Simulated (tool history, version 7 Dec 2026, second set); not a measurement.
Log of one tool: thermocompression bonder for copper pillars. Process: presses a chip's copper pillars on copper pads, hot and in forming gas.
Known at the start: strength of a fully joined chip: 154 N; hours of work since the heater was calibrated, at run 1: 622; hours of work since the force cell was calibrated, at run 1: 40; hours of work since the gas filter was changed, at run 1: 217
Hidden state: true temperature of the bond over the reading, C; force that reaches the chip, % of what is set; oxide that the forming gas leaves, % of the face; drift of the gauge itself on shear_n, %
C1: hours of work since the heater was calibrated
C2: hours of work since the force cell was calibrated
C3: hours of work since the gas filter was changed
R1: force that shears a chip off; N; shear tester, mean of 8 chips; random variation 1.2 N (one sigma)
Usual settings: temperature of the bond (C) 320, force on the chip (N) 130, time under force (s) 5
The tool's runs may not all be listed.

{"run": 1, "hour": 0.0, "temperature of the bond (C)": 320, "force on the chip (N)": 130, "time under force (s)": 5, "C1": 622, "C2": 40, "C3": 217, "R1": 96.8}
{"run": 2, "hour": 6.2, "temperature of the bond (C)": 320, "force on the chip (N)": 130, "time under force (s)": 5, "C1": 624, "C2": 43, "C3": 219, "R1": 96.2}
{"run": 3, "hour": 12.5, "temperature of the bond (C)": 320, "force on the chip (N)": 130, "time under force (s)": 5, "C1": 627, "C2": 45, "C3": 222, "R1": 95.8}
{"run": 4, "hour": 23.1, "temperature of the bond (C)": 320, "force on the chip (N)": 130, "time under force (s)": 5, "C1": 631, "C2": 50, "C3": 226, "R1": 98.3}
{"run": 5, "hour": 30.8, "temperature of the bond (C)": 320, "force on the chip (N)": 130, "time under force (s)": 5, "C1": 635, "C2": 53, "C3": 229, "R1": 99.2}
{"run": 6, "hour": 40.5, "temperature of the bond (C)": 320, "force on the chip (N)": 130, "time under force (s)": 5, "C1": 639, "C2": 57, "C3": 233, "R1": 98.4}
{"run": 7, "hour": 49.1, "temperature of the bond (C)": 337, "force on the chip (N)": 130, "time under force (s)": 5, "C1": 642, "C2": 60, "C3": 237, "R1": 105.8}
{"run": 8, "hour": 55.9, "temperature of the bond (C)": 337, "force on the chip (N)": 130, "time under force (s)": 5, "C1": 645, "C2": 63, "C3": 240, "R1": 106.4}
{"run": 9, "hour": 65.3, "temperature of the bond (C)": 337, "force on the chip (N)": 130, "time under force (s)": 5, "C1": 649, "C2": 67, "C3": 244, "R1": 107.3}
{"run": 10, "hour": 71.9, "temperature of the bond (C)": 337, "force on the chip (N)": 130, "time under force (s)": 5, "C1": 652, "C2": 70, "C3": 246, "R1": 108.4}
{"run": 11, "hour": 80.9, "temperature of the bond (C)": 320, "force on the chip (N)": 116, "time under force (s)": 5, "C1": 655, "C2": 74, "C3": 250, "R1": 94.7}
{"run": 12, "hour": 89.3, "temperature of the bond (C)": 320, "force on the chip (N)": 130, "time under force (s)": 14, "C1": 659, "C2": 77, "C3": 254, "R1": 123.5}
{"run": 13, "hour": 95.0, "temperature of the bond (C)": 316, "force on the chip (N)": 108, "time under force (s)": 4, "C1": 661, "C2": 79, "C3": 256, "R1": 82.3}
{"run": 14, "hour": 105.8, "temperature of the bond (C)": 301, "force on the chip (N)": 177, "time under force (s)": 4, "C1": 666, "C2": 84, "C3": 260, "R1": 88.6}
{"run": 15, "hour": 112.4, "temperature of the bond (C)": 349, "force on the chip (N)": 111, "time under force (s)": 5, "C1": 668, "C2": 87, "C3": 263, "R1": 109.7}
{"run": 16, "hour": 118.8, "temperature of the bond (C)": 349, "force on the chip (N)": 111, "time under force (s)": 5, "C1": 671, "C2": 89, "C3": 266, "R1": 108.7}
{"run": 17, "hour": 131.0, "temperature of the bond (C)": 349, "force on the chip (N)": 111, "time under force (s)": 5, "C1": 676, "C2": 94, "C3": 271, "R1": 109.3}
{"run": 18, "hour": 137.7, "temperature of the bond (C)": 318, "force on the chip (N)": 102, "time under force (s)": 6, "C1": 679, "C2": 97, "C3": 274, "R1": 90.4}
{"run": 19, "hour": 146.2, "temperature of the bond (C)": 310, "force on the chip (N)": 130, "time under force (s)": 5, "C1": 682, "C2": 101, "C3": 277, "R1": 91.5}
{"run": 20, "hour": 156.5, "temperature of the bond (C)": 331, "force on the chip (N)": 100, "time under force (s)": 5, "C1": 687, "C2": 105, "C3": 281, "R1": 93.4}
{"run": 21, "hour": 168.6, "temperature of the bond (C)": 330, "force on the chip (N)": 130, "time under force (s)": 9, "C1": 692, "C2": 110, "C3": 286, "R1": 117.4}
{"run": 22, "hour": 176.9, "temperature of the bond (C)": 330, "force on the chip (N)": 140, "time under force (s)": 9, "C1": 695, "C2": 113, "C3": 290, "R1": 117.6}
{"run": 23, "hour": 184.6, "temperature of the bond (C)": 330, "force on the chip (N)": 140, "time under force (s)": 9, "C1": 698, "C2": 116, "C3": 293, "R1": 121.8}

Some steps in R1 between neighbouring runs. How much of each would the tool show without its hidden state too (settings, what came in, random variation), and how much is left for the hidden state, with any gauge scatter that isn't in both results?
Run 11 -> 12: force on the chip (N) 116 -> 130, time under force (s) 5 -> 14. R1 +28.8 N: hidden state +0.7, all else +28.1.
Run 12 -> 13: temperature of the bond (C) 320 -> 316, force on the chip (N) 130 -> 108, time under force (s) 14 -> 4. R1 -41.2 N: hidden state -0.4, all else -40.8.
Run 13 -> 14: temperature of the bond (C) 316 -> 301, force on the chip (N) 108 -> 177. R1 +6.3 N: hidden state -0.8, all else +7.1.
Run 14 -> 15: temperature of the bond (C) 301 -> 349, force on the chip (N) 177 -> 111, time under force (s) 4 -> 5. R1 +21.1 N: hidden state +0.8, all else +20.3.
